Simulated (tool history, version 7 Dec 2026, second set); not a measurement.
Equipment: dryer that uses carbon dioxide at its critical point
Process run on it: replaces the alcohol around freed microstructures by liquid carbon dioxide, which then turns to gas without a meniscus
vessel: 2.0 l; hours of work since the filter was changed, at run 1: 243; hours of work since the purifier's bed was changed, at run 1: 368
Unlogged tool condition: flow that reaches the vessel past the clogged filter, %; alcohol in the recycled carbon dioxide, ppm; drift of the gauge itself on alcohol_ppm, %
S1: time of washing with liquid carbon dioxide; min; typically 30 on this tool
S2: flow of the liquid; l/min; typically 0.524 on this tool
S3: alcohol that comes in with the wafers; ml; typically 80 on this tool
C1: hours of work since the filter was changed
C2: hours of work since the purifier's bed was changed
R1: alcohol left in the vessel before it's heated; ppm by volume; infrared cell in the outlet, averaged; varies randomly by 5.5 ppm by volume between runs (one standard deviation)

run 1 hour=0 | S1=30 S2=0.524 S3=80 | C1=243 C2=368 | R1=277
run 2 hour=35.9 | S1=30 S2=0.524 S3=80 | C1=265 C2=390 | R1=303
run 3 hour=91 | S1=30 S2=0.524 S3=80 | C1=300 C2=425 | R1=315
run 4 hour=116.1 | S1=30 S2=0.524 S3=80 | C1=316 C2=441 | R1=325
run 5 hour=160.1 | S1=30 S2=0.524 S3=80 | C1=343 C2=468 | R1=361
-- hour=178.4 inlet filter changed
run 6 hour=193.9 | S1=30 S2=0.524 S3=118 | C1=10 C2=489 | R1=295
run 7 hour=223.6 | S1=30 S2=0.791 S3=80 | C1=28 C2=507 | R1=100
run 8 hour=267 | S1=30 S2=0.791 S3=80 | C1=56 C2=535 | R1=90
run 9 hour=301.5 | S1=30 S2=0.791 S3=80 | C1=77 C2=556 | R1=98
run 10 hour=345.6 | S1=23 S2=0.524 S3=80 | C1=105 C2=584 | R1=721
run 11 hour=397.4 | S1=23 S2=0.524 S3=80 | C1=137 C2=616 | R1=759
run 12 hour=429.2 | S1=30 S2=0.524 S3=116 | C1=157 C2=636 | R1=373
run 13 hour=456.8 | S1=30 S2=0.524 S3=116 | C1=175 C2=654 | R1=406
run 14 hour=491.3 | S1=30 S2=0.524 S3=116 | C1=196 C2=675 | R1=413
run 15 hour=516.6 | S1=30 S2=0.524 S3=116 | C1=212 C2=691 | R1=416
run 16 hour=551.5 | S1=30 S2=0.524 S3=116 | C1=234 C2=713 | R1=456
run 17 hour=590.7 | S1=22 S2=0.42 S3=21 | C1=259 C2=738 | R1=615
run 18 hour=646.4 | S1=29 S2=0.328 S3=81 | C1=294 C2=773 | R1=1951
run 19 hour=676.7 | S1=27 S2=0.498 S3=77 | C1=313 C2=792 | R1=665
run 20 hour=728.2 | S1=33 S2=0.45 S3=39 | C1=345 C2=824 | R1=306
-- hour=741.5 inlet filter changed
run 21 hour=761.4 | S1=33 S2=0.49 S3=118 | C1=12 C2=844 | R1=314
run 22 hour=789.7 | S1=33 S2=0.694 S3=112 | C1=30 C2=862 | R1=152
run 23 hour=834.1 | S1=35 S2=0.55 S3=55 | C1=58 C2=890 | R1=164

How the hidden state differs across the entries between the runs, from the last listed run before each to the first after it:
After run 5, before run 6: inlet filter changed (hour 178.4)
  flow that reaches the vessel past the clogged filter, %: 87.5 -> 99.6; alcohol in the recycled carbon dioxide, ppm: 73.7 -> 76.4
  measured result minus the result with no hidden state, R1: +214 -> +77 ppm by volume
After run 20, before run 21: inlet filter changed (hour 741.5)
  flow that reaches the vessel past the clogged filter, %: 86.6 -> 99.2; alcohol in the recycled carbon dioxide, ppm: 125.7 -> 128.6
  measured result minus the result with no hidden state, R1: +215 -> +135 ppm by volume
